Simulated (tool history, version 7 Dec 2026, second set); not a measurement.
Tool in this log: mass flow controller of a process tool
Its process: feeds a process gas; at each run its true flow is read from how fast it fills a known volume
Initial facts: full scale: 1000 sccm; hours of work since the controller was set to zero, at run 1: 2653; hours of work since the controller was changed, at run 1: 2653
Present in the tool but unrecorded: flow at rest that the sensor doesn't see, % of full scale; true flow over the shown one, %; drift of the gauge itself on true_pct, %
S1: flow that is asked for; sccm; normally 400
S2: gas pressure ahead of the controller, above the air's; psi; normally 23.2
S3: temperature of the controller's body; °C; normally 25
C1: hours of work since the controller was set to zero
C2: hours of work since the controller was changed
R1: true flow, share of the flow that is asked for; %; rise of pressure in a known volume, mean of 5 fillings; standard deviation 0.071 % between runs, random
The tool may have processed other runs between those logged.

run	hour	S1	S2	S3	C1	C2	R1
1	0	400	23.2	25	2653	2653	101.12
2	149.2	400	23.2	25	2725	2725	101.31
3	245.5	400	23.2	25	2772	2772	101.18
4	395.4	400	30.5	25	2844	2844	101.42
5	485	400	30.5	27	2887	2887	101.51
6	623.2	400	30.5	27	2954	2954	101.36
7	700.3	400	22.5	25	2991	2991	101.27
8	802.1	400	23.2	25	3040	3040	101.39
9	916.8	400	23.2	25	3095	3095	101.36
10	1046.6	400	31.8	25	3158	3158	101.83
11	1130.1	233	23.2	25	3198	3198	101.97
12	1204.5	117	23.2	25	3234	3234	103.54
13	1350.9	400	23.2	25	3304	3304	101.57
14	1529	619	23.2	25	3390	3390	101.38
15	1655.2	619	23.2	25	3451	3451	101.25
16	1741.5	619	23.2	25	3493	3493	101.45
17	1860.4	400	23.2	32	3550	3550	100.77
18	2002.9	400	23.2	32	3619	3619	100.96
19	2104.9	400	23.2	36	3668	3668	100.82
20	2213	400	23.2	27	3720	3720	101.59
# hour 2228.5: controller's zero set anew
21	2300.1	400	23.2	25	34	3762	102.31
22	2428.9	136	23.2	25	97	3824	105.21
23	2522.6	136	23.2	25	142	3869	105.14
24	2701.1	400	23.2	25	228	3955	102.33
# hour 2777.3: controller's zero set anew, once more
25	2861.8	400	23.2	25	41	4032	100.91
26	3003	344	23.2	25	109	4100	100.9
27	3124.5	103	28.1	25	167	4159	101.18
28	3261.9	103	28.1	25	234	4225	101.31
29	3373.4	986	31.6	22	287	4279	101.66
30	3481.4	810	23.1	21	339	4331	101.47
31	3555.3	764	27.8	25	375	4366	101.28
32	3688	764	27.8	22	439	4430	101.43
33	3844.1	764	27.8	22	514	4506	101.69
34	3959.4	186	20.6	25	570	4561	101.08
35	4058.4	400	21.8	24	617	4609	101.15
36	4228.5	400	21.8	24	699	4691	101.25
37	4355.4	400	21.8	24	761	4752	101.15
38	4496.8	126	23.2	21	829	4820	101.96
39	4622.4	110	23.2	38	889	4881	100.89
40	4712.6	110	23.2	38	933	4924	100.77
41	4856.2	110	23.2	38	1002	4993	100.9
42	4954.7	400	24.4	30	1049	5041	100.86
43	5048.6	400	24.4	30	1095	5086	100.9
44	5182.1	721	28.3	25	1159	5150	101.52
45	5271.3	721	28.3	25	1202	5193	101.68
46	5397.1	370	28.7	29	1263	5254	101.23
47	5495.3	370	28.7	29	1310	5301	101.38

Measured minus without-hidden-state, run by run (identical run-to-run variation in each term; gauge scatter may differ):
run	R1
1	+1.61
2	+1.65
3	+1.67
4	+1.71
5	+1.73
6	+1.76
7	+1.78
8	+1.81
9	+1.84
10	+1.87
11	+2.52
12	+4.06
13	+1.94
14	+1.66
15	+1.69
16	+1.7
17	+2.07
18	+2.11
19	+2.13
20	+2.15
21	+2.69
22	+5.72
23	+5.77
24	+2.79
25	+1.28
26	+1.32
27	+1.59
28	+1.67
29	+1.33
30	+1.35
31	+1.37
32	+1.4
33	+1.43
34	+1.77
35	+1.57
36	+1.61
37	+1.64
38	+2.24
39	+2.44
40	+2.48
41	+2.57
42	+1.78
43	+1.82
44	+1.68
45	+1.71
46	+1.92
47	+1.95
